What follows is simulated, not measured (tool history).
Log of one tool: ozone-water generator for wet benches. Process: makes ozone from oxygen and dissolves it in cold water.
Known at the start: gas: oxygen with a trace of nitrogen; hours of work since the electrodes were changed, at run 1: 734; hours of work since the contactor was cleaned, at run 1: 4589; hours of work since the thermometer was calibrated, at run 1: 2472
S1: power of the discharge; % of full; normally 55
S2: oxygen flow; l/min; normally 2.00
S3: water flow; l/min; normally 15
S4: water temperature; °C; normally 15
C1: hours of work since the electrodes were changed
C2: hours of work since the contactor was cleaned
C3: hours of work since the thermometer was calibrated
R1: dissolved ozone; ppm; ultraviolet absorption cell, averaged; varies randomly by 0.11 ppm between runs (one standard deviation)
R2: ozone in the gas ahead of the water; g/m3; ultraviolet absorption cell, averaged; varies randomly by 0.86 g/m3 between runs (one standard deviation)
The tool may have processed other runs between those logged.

{"run": 1, "hour": 0.0, "S1": 55, "S2": 2.0, "S3": 15, "S4": 15, "C1": 734, "C2": 4589, "C3": 2472, "R1": 10.2, "R2": 138.5}
{"run": 2, "hour": 16.6, "S1": 55, "S2": 2.0, "S3": 15, "S4": 15, "C1": 748, "C2": 4604, "C3": 2487, "R1": 10.4, "R2": 138.9}
{"run": 3, "hour": 47.2, "S1": 55, "S2": 2.0, "S3": 15, "S4": 15, "C1": 775, "C2": 4631, "C3": 2514, "R1": 10.3, "R2": 138.3}
{"run": 4, "hour": 78.2, "S1": 55, "S2": 2.0, "S3": 15, "S4": 15, "C1": 802, "C2": 4658, "C3": 2541, "R1": 10.1, "R2": 138.6}
{"run": 5, "hour": 100.4, "S1": 55, "S2": 1.05, "S3": 15, "S4": 15, "C1": 821, "C2": 4677, "C3": 2560, "R1": 8.6, "R2": 190.1}
{"run": 6, "hour": 115.1, "S1": 55, "S2": 3.22, "S3": 15, "S4": 15, "C1": 834, "C2": 4690, "C3": 2573, "R1": 11.1, "R2": 110.4}
{"run": 7, "hour": 137.1, "S1": 55, "S2": 3.22, "S3": 15, "S4": 15, "C1": 853, "C2": 4709, "C3": 2592, "R1": 11.3, "R2": 109.4}
{"run": 8, "hour": 152.9, "S1": 55, "S2": 2.0, "S3": 13, "S4": 15, "C1": 867, "C2": 4723, "C3": 2606, "R1": 12.2, "R2": 138.7}
{"run": 9, "hour": 170.1, "S1": 55, "S2": 2.0, "S3": 13, "S4": 15, "C1": 882, "C2": 4738, "C3": 2621, "R1": 12.0, "R2": 137.6}
{"run": 10, "hour": 197.3, "S1": 55, "S2": 2.0, "S3": 13, "S4": 15, "C1": 906, "C2": 4762, "C3": 2645, "R1": 12.0, "R2": 137.0}
{"run": 11, "hour": 217.9, "S1": 55, "S2": 2.0, "S3": 15, "S4": 12, "C1": 924, "C2": 4780, "C3": 2663, "R1": 10.7, "R2": 138.7}
{"run": 12, "hour": 247.3, "S1": 55, "S2": 2.0, "S3": 15, "S4": 12, "C1": 949, "C2": 4805, "C3": 2688, "R1": 10.6, "R2": 136.9}
{"run": 13, "hour": 279.1, "S1": 55, "S2": 2.0, "S3": 15, "S4": 12, "C1": 977, "C2": 4833, "C3": 2716, "R1": 10.7, "R2": 138.2}
{"run": 14, "hour": 294.8, "S1": 55, "S2": 2.0, "S3": 15, "S4": 11, "C1": 991, "C2": 4847, "C3": 2730, "R1": 10.7, "R2": 139.5}
{"run": 15, "hour": 323.4, "S1": 94, "S2": 2.0, "S3": 15, "S4": 15, "C1": 1016, "C2": 4872, "C3": 2755, "R1": 16.3, "R2": 219.1}
{"run": 16, "hour": 349.2, "S1": 94, "S2": 2.0, "S3": 15, "S4": 15, "C1": 1039, "C2": 4894, "C3": 2777, "R1": 16.1, "R2": 217.2}
{"run": 17, "hour": 379.2, "S1": 63, "S2": 1.13, "S3": 14, "S4": 15, "C1": 1065, "C2": 4921, "C3": 2804, "R1": 10.8, "R2": 204.2}
{"run": 18, "hour": 408.7, "S1": 63, "S2": 1.13, "S3": 14, "S4": 15, "C1": 1091, "C2": 4946, "C3": 2829, "R1": 10.5, "R2": 204.1}
{"run": 19, "hour": 429.3, "S1": 63, "S2": 2.65, "S3": 14, "S4": 21, "C1": 1109, "C2": 4964, "C3": 2847, "R1": 12.0, "R2": 135.7}
{"run": 20, "hour": 456.7, "S1": 63, "S2": 2.65, "S3": 14, "S4": 21, "C1": 1132, "C2": 4988, "C3": 2871, "R1": 12.3, "R2": 135.2}
{"run": 21, "hour": 486.5, "S1": 63, "S2": 2.65, "S3": 14, "S4": 21, "C1": 1158, "C2": 5014, "C3": 2897, "R1": 12.1, "R2": 135.0}
{"run": 22, "hour": 499.5, "S1": 55, "S2": 2.0, "S3": 14, "S4": 15, "C1": 1170, "C2": 5026, "C3": 2909, "R1": 11.2, "R2": 137.7}
{"run": 23, "hour": 525.9, "S1": 68, "S2": 1.54, "S3": 14, "S4": 15, "C1": 1193, "C2": 5049, "C3": 2932, "R1": 12.2, "R2": 187.8}
{"run": 24, "hour": 554.0, "S1": 68, "S2": 1.54, "S3": 14, "S4": 15, "C1": 1217, "C2": 5073, "C3": 2956, "R1": 12.4, "R2": 188.2}
{"run": 25, "hour": 575.7, "S1": 41, "S2": 2.89, "S3": 9, "S4": 15, "C1": 1236, "C2": 5092, "C3": 2975, "R1": 13.4, "R2": 89.5}
{"run": 26, "hour": 604.1, "S1": 53, "S2": 2.0, "S3": 15, "S4": 11, "C1": 1261, "C2": 5117, "C3": 3000, "R1": 10.3, "R2": 132.4}
{"run": 27, "hour": 632.5, "S1": 78, "S2": 2.0, "S3": 15, "S4": 19, "C1": 1286, "C2": 5142, "C3": 3025, "R1": 13.0, "R2": 184.1}
{"run": 28, "hour": 658.3, "S1": 65, "S2": 2.17, "S3": 16, "S4": 15, "C1": 1309, "C2": 5164, "C3": 3047, "R1": 11.1, "R2": 151.9}
{"run": 29, "hour": 687.4, "S1": 40, "S2": 1.69, "S3": 20, "S4": 11, "C1": 1334, "C2": 5190, "C3": 3073, "R1": 5.5, "R2": 113.9}
{"run": 30, "hour": 719.5, "S1": 51, "S2": 1.28, "S3": 15, "S4": 15, "C1": 1362, "C2": 5218, "C3": 3101, "R1": 8.7, "R2": 161.2}
{"run": 31, "hour": 747.5, "S1": 75, "S2": 1.23, "S3": 24, "S4": 14, "C1": 1386, "C2": 5242, "C3": 3125, "R1": 6.5, "R2": 228.1}
{"run": 32, "hour": 769.5, "S1": 99, "S2": 1.6, "S3": 15, "S4": 21, "C1": 1406, "C2": 5261, "C3": 3145, "R1": 15.2, "R2": 248.9}

Consider 5 possible next runs. They are alternatives, not a sequence: every one starts from the tool as it was left by run 32. What does each give?
{"run": "A", "hour": 789.8, "S1": 43, "S2": 1.15, "S3": 15, "S4": 7, "C1": 1423, "C2": 5279, "C3": 3162, "R1": "?", "R2": "?"}
{"run": "B", "hour": 789.8, "S1": 91, "S2": 2.0, "S3": 15, "S4": 11, "C1": 1423, "C2": 5279, "C3": 3162, "R1": "?", "R2": "?"}
{"run": "C", "hour": 789.8, "S1": 79, "S2": 2.07, "S3": 15, "S4": 9, "C1": 1423, "C2": 5279, "C3": 3162, "R1": "?", "R2": "?"}
{"run": "D", "hour": 789.8, "S1": 55, "S2": 1.15, "S3": 11, "S4": 15, "C1": 1423, "C2": 5279, "C3": 3162, "R1": "?", "R2": "?"}
{"run": "E", "hour": 789.8, "S1": 45, "S2": 2.0, "S3": 24, "S4": 15, "C1": 1423, "C2": 5279, "C3": 3162, "R1": "?", "R2": "?"}

run=A R1=7.5 R2=146.3
run=B R1=16.2 R2=211.5
run=C R1=14.5 R2=184.1
run=D R1=12.3 R2=181.7
run=E R1=5.2 R2=116.9
With the hidden condition removed and each run's random variation left untouched, the same runs would have given:
run=A R1=8.0 R2=148.6
run=B R1=17.5 R2=218.5
run=C R1=15.7 R2=189.6
run=D R1=13.0 R2=185.6
run=E R1=5.6 R2=118.8
